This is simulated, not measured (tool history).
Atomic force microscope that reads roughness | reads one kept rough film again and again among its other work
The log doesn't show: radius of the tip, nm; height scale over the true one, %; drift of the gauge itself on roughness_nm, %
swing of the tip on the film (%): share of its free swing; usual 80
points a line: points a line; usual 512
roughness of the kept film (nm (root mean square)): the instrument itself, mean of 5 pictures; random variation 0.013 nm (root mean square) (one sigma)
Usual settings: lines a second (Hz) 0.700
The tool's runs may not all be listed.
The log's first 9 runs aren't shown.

| run | hour | lines a second (Hz) | swing of the tip on the film (%) | points a line | pictures with this tip | hours of work since the height scale was calibrated | roughness of the kept film (nm (root mean square)) |
|---|---|---|---|---|---|---|---|
| 10 | 232.7 | 1.743 | 80 | 512 | 162 | 875 | 3.025 |
| 11 | 246.3 | 1.743 | 80 | 512 | 184 | 883 | 3.027 |
| 12 | 269.8 | 1.743 | 71 | 512 | 220 | 897 | 3.143 |
| 13 | 288.8 | 1.743 | 71 | 512 | 250 | 908 | 3.155 |
| 14 | 318.3 | 1.743 | 71 | 512 | 296 | 925 | 3.144 |
| 15 | 343.4 | 0.597 | 80 | 512 | 335 | 940 | 3.225 |
| 16 | 367.9 | 0.700 | 80 | 573 | 373 | 954 | 3.225 |
|  | 380.8 | new tip fitted |
| 17 | 392.5 | 0.700 | 80 | 573 | 19 | 968 | 3.236 |
| 18 | 417.8 | 0.700 | 80 | 573 | 58 | 983 | 3.217 |
| 19 | 450.2 | 3.716 | 80 | 512 | 109 | 1002 | 2.715 |
| 20 | 477.9 | 3.332 | 80 | 512 | 152 | 1019 | 2.760 |

The next listed run, before its measurement:
| 21 | 499.0 | 3.332 | 80 | 512 | 185 | 1031 | ? |

{"run 21": {"roughness of the kept film (nm (root mean square))": 2.769}}
Without the tool's hidden state the same run would have given roughness of the kept film (nm (root mean square)) 2.774.

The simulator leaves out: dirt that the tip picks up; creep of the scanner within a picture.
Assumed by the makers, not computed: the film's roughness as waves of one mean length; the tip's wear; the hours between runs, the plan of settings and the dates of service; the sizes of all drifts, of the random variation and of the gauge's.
